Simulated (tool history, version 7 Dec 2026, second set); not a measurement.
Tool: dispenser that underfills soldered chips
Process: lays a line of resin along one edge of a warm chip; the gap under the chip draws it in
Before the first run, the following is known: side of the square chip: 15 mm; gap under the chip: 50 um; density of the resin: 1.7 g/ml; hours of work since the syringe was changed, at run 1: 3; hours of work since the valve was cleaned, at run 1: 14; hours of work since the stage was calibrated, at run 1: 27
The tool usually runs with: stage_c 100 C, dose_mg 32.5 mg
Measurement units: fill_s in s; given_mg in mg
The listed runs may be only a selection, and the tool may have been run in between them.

run,hour,stage_c,dose_mg,hours of work since the syringe was changed,hours of work since the valve was cleaned,hours of work since the stage was calibrated,fill_s,given_mg
1,0.0,100,32.5,3,14,27,114.5,32.22
2,2.5,100,32.5,4,15,29,120.8,32.08
3,6.8,100,32.5,7,18,32,141.0,32.25
# hour 9.8: new syringe of resin
4,10.7,100,32.5,1,20,34,102.3,32.16
5,14.1,100,32.5,3,22,36,112.6,32.00
6,20.0,100,32.5,6,26,40,135.4,31.54
# hour 24.2: new syringe of resin
7,26.1,100,36.6,1,30,44,105.5,35.82
8,29.0,100,28.4,3,32,45,119.2,27.66
9,33.8,100,28.4,6,35,48,136.9,27.56
# hour 38.5: new syringe of resin
10,39.0,100,28.4,0,38,51,101.0,27.73
11,42.7,100,28.4,3,40,54,116.8,27.45
12,46.5,88,32.5,5,42,56,183.6,31.33
13,52.0,100,37.0,9,46,60,149.4,35.30
# hour 53.0: new syringe of resin
14,57.2,100,32.9,3,49,63,116.2,31.59
15,59.8,100,30.6,4,51,64,125.8,29.29
16,64.1,100,32.5,7,53,67,139.9,31.17
# hour 67.2: new syringe of resin
17,69.0,89,32.5,1,56,70,149.4,30.93
18,73.7,100,32.5,4,59,73,123.1,30.90
19,77.6,91,35.4,7,62,75,177.9,33.38
20,80.8,107,32.5,9,64,77,121.5,30.60
# hour 81.4: new syringe of resin
21,86.9,112,33.0,3,67,81,84.1,30.89
22,89.7,96,32.5,5,69,83,143.9,30.25
23,93.4,105,32.4,8,72,85,124.4,30.41
# hour 95.9: new syringe of resin
24,97.2,86,29.7,1,74,87,159.9,27.82
25,101.2,101,37.0,3,76,90,111.0,34.54
26,105.8,92,38.2,6,79,93,168.2,35.47
27,108.9,103,32.6,8,81,95,134.8,29.86
# hour 110.1: new syringe of resin
28,114.0,103,32.6,2,84,98,101.4,30.24
29,118.2,109,33.5,5,87,101,97.1,30.73
30,122.4,100,32.8,8,89,103,142.0,30.09
# hour 124.4: new syringe of resin
31,128.0,103,32.0,2,93,106,102.4,29.10
32,133.5,103,32.0,6,96,110,121.9,29.04
# hour 138.7: new syringe of resin
33,138.7,103,32.0,0,99,113,90.6,29.03
34,142.1,115,30.6,2,102,115,71.7,27.77
35,146.6,111,30.5,5,104,118,93.4,27.64

Alternative continuations, all from the tool just after run 35; predict every row:
A,149.3,111,34.2,7,106,120,?,?
B,149.3,87,39.9,7,106,120,?,?
C,149.3,103,31.4,7,106,120,?,?
D,149.3,89,34.1,7,106,120,?,?
E,149.3,95,36.3,7,106,120,?,?

run,fill_s,given_mg
A,100.0,30.71
B,198.4,35.70
C,126.1,28.27
D,187.9,30.62
E,158.3,32.37
Without the tool's hidden state the same runs would have given:
run,fill_s,given_mg
A,73.0,34.10
B,145.8,39.64
C,91.6,31.39
D,137.2,34.00
E,115.8,35.94

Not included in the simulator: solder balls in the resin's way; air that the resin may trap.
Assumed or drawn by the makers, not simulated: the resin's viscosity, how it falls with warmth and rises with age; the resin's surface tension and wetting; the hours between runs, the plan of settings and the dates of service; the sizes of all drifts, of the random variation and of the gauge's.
